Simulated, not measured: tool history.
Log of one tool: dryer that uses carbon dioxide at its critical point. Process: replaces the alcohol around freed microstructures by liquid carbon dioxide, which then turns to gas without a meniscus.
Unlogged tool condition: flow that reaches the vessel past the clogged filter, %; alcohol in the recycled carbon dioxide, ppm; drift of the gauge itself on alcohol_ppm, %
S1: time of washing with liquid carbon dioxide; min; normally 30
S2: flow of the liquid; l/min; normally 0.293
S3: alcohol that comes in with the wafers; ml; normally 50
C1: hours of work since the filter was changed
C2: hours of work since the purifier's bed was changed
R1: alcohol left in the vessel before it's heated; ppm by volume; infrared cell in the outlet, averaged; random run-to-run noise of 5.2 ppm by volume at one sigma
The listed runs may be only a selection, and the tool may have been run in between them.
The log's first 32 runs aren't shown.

Run 33, hour 538.6: usual settings but S1 19 min, S2 0.312 l/min; C1 232; C2 256. Result: R1 1098 ppm by volume.
Run 34, hour 557.8: usual settings but S1 19 min, S2 0.312 l/min; C1 238; C2 262. Result: R1 1064 ppm by volume.
Run 35, hour 575.7: usual settings but S1 42 min, S2 0.389 l/min, S3 65 ml; C1 243; C2 267. Result: R1 24 ppm by volume.
Run 36, hour 590.1: usual settings but S1 42 min, S2 0.389 l/min, S3 65 ml; C1 248; C2 272. Result: R1 35 ppm by volume.
Run 37, hour 606.7: usual settings but S1 42 min, S2 0.428 l/min, S3 52 ml; C1 253; C2 277. Result: R1 18 ppm by volume.
Run 38, hour 629.2: usual settings but S1 27 min, S2 0.41 l/min, S3 109 ml; C1 260; C2 284. Result: R1 106 ppm by volume.
Run 39, hour 650.4: usual settings but S2 0.344 l/min, S3 113 ml; C1 267; C2 291. Result: R1 179 ppm by volume.
Run 40, hour 669.7: usual settings but S1 33 min, S2 0.382 l/min, S3 72 ml; C1 273; C2 297. Result: R1 49 ppm by volume.
Run 41, hour 691.7: usual settings but S1 33 min, S2 0.382 l/min, S3 72 ml; C1 280; C2 304. Result: R1 53 ppm by volume.
Run 42, hour 708.6: usual settings but S1 24 min, S3 48 ml; C1 285; C2 309. Result: R1 579 ppm by volume.
Run 43, hour 720.5: usual settings but S1 22 min, S3 23 ml; C1 289; C2 313. Result: R1 408 ppm by volume.
Run 44, hour 733.7: usual settings but S1 22 min, S3 23 ml; C1 293; C2 317. Result: R1 431 ppm by volume.
Run 45, hour 744.4: usual settings but S1 22 min, S3 23 ml; C1 297; C2 321. Result: R1 441 ppm by volume.
Run 46, hour 764.2: usual settings but S1 22 min, S3 23 ml; C1 303; C2 327. Result: R1 430 ppm by volume.
Run 47, hour 779.2: usual settings but S1 23 min, S2 0.276 l/min, S3 120 ml; C1 308; C2 332. Result: R1 2348 ppm by volume.

Here are 3 independent what-if runs from the current tool condition. What would each one return?
Run A, hour 799.4: usual settings but S1 38 min, S3 89 ml; C1 314; C2 338. Result: R1 ?.
Run B, hour 799.4: usual settings but S3 82 ml; C1 314; C2 338. Result: R1 ?.
Run C, hour 799.4: usual settings but S2 0.207 l/min; C1 314; C2 338. Result: R1 ?.

run    R1
  A   113
  B   376
  C  1145
With no hidden state in the tool, these same runs would have given:
run   R1
  A   36
  B  173
  C  674
